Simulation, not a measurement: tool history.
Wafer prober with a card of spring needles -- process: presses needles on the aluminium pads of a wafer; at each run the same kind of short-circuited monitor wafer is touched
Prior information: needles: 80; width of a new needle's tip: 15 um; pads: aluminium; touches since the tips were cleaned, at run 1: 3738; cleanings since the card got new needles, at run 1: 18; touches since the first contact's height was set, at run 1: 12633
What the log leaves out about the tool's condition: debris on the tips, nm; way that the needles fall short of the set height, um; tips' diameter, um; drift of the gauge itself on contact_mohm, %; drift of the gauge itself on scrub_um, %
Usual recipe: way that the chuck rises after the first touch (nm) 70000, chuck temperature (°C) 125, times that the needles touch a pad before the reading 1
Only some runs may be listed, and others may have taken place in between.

run,day,way that the chuck rises after the first touch (nm),chuck temperature (°C),times that the needles touch a pad before the reading,touches since the tips were cleaned,cleanings since the card got new needles,touches since the first contact's height was set,resistance of one needle with its contact and lead (mohm),way that a needle slides on the pad (nm)
1,0,70000,125,1,3738,18,12633,150,19580
# day 0.146: tips cleaned on abrasive film
2,0.317,70000,125,1,2042,19,16403,141,19520
# day 0.571: tips cleaned on abrasive film
3,0.583,70000,123,1,152,20,19602,129,19450
4,0.871,70000,123,1,3652,20,23102,147,19520
# day 1.004: tips cleaned on abrasive film
5,1.354,70000,59,1,4250,21,28879,141,19540
# day 1.429: tips cleaned on abrasive film
6,1.8,70000,59,1,4467,22,34233,140,19520
# day 1.858: tips cleaned on abrasive film
7,2.25,70000,59,1,4785,23,39660,143,19470
# day 2.288: tips cleaned on abrasive film
8,2.525,70000,59,1,2867,24,42926,140,19460
# day 2.725: tips cleaned on abrasive film
9,3.004,70000,125,2,3410,25,48681,140,19440
# day 3.183: tips cleaned on abrasive film
10,3.412,70000,125,2,2759,26,53574,137,19320
# day 3.633: tips cleaned on abrasive film
11,3.833,70000,125,2,2402,27,58603,136,19360
# day 4.067: tips cleaned on abrasive film
12,4.175,63000,102,2,1306,28,62699,135,17430
# day 4.504: tips cleaned on abrasive film
13,4.642,63000,102,2,1646,29,68298,134,17370
# day 4.962: tips cleaned on abrasive film
14,5.092,70000,31,2,1560,30,73699,123,19380
# day 5.417: tips cleaned on abrasive film
15,5.546,62000,42,2,1591,31,79186,126,17130
# day 5.871: tips cleaned on abrasive film
16,6.012,62000,42,2,1692,32,84745,128,17120

4 ways to go on from here, each from the tool as it stands after run 16. What would each give?
A,6.25,62000,72,2,4609,32,87662,?,?
B,6.25,71000,90,2,4609,32,87662,?,?
C,6.25,53000,25,2,4609,32,87662,?,?
D,6.25,62000,42,3,4609,32,87662,?,?

run,resistance of one needle with its contact and lead (mohm),way that a needle slides on the pad (nm)
A,144,17050
B,138,19540
C,145,14530
D,131,17060
With no hidden state in the tool, these same runs would have given:
run,resistance of one needle with its contact and lead (mohm),way that a needle slides on the pad (nm)
A,125,17310
B,124,19790
C,119,14780
D,119,17310
